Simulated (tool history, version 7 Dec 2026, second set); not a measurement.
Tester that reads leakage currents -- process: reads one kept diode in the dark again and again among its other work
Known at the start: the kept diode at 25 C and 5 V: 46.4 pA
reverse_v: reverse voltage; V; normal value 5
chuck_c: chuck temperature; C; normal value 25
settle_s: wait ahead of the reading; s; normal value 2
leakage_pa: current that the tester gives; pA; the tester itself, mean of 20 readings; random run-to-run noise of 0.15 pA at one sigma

run,hour,reverse_v,chuck_c,settle_s,leakage_pa
1,0,5,25,2,48.13
2,83.7,5,25,2,48.21
3,153.8,5,25,0.36,49.29
4,293.3,5,25,0.36,48.74
5,426.5,5,25,0.36,48.72
6,501.4,5,22,2,36.81
7,630.9,5,22,2,36.63
8,708.3,3.88,25,2,39.24
9,803.1,1.31,25,2,20.14
# hour 839.1: probe card cleaned and baked
10,901.2,17.45,25,2,86.02
11,1033.9,17.45,25,2,84.73
# hour 1071.6: chuck's temperature calibrated
12,1141.7,17.45,25,2,95.65
13,1284.9,17.45,25,2,95.62
14,1403.9,17.45,25,2,94.93
15,1538.9,17.45,25,2,94.34
16,1662.8,5,25,2,44.42
17,1770.2,5,25,2,44.09
18,1924.8,3.71,25,2,36.8
19,2056.9,10.26,25,0.37,70.08
20,2129.9,10.26,25,0.37,69.81
21,2236,10.26,25,0.37,68.92
22,2369.3,10.26,25,0.37,68.55
23,2459.7,3.92,24,2,33.46
24,2523.7,14.04,30,0.75,121.13
25,2590.5,5.22,30,0.75,66.52
26,2704.8,3.32,32,0.95,59.44
27,2832,3.32,32,0.95,58.73
28,2963.9,18.16,32,0.31,166.31
# hour 3017.2: chuck's temperature calibrated
29,3111.1,1.34,21,0.75,15.55
30,3177.4,2.82,43,0.91,149.06
31,3278.1,5,22,4.64,36.63
32,3383.8,4.13,30,0.54,64.83
33,3515.1,2.74,25,5.51,32.56
34,3578.1,5,26,2,50.66
35,3709.4,5,25,7.2,45.74

Forecast each of these 5 alternatives for the next run:
A,3864.5,5,24,2.72,?
B,3864.5,2.18,37,9.6,?
C,3864.5,11.92,25,1.25,?
D,3864.5,13.99,37,3.53,?
E,3864.5,8.57,25,0.32,?

run,leakage_pa
A,41.97
B,75.44
C,78.14
D,227.27
E,66.97
The same runs, with their run-to-run variation unchanged, on a tool lacking any hidden condition would have given:
run,leakage_pa
A,42.88
B,79.6
C,78.67
D,236.66
E,67.95

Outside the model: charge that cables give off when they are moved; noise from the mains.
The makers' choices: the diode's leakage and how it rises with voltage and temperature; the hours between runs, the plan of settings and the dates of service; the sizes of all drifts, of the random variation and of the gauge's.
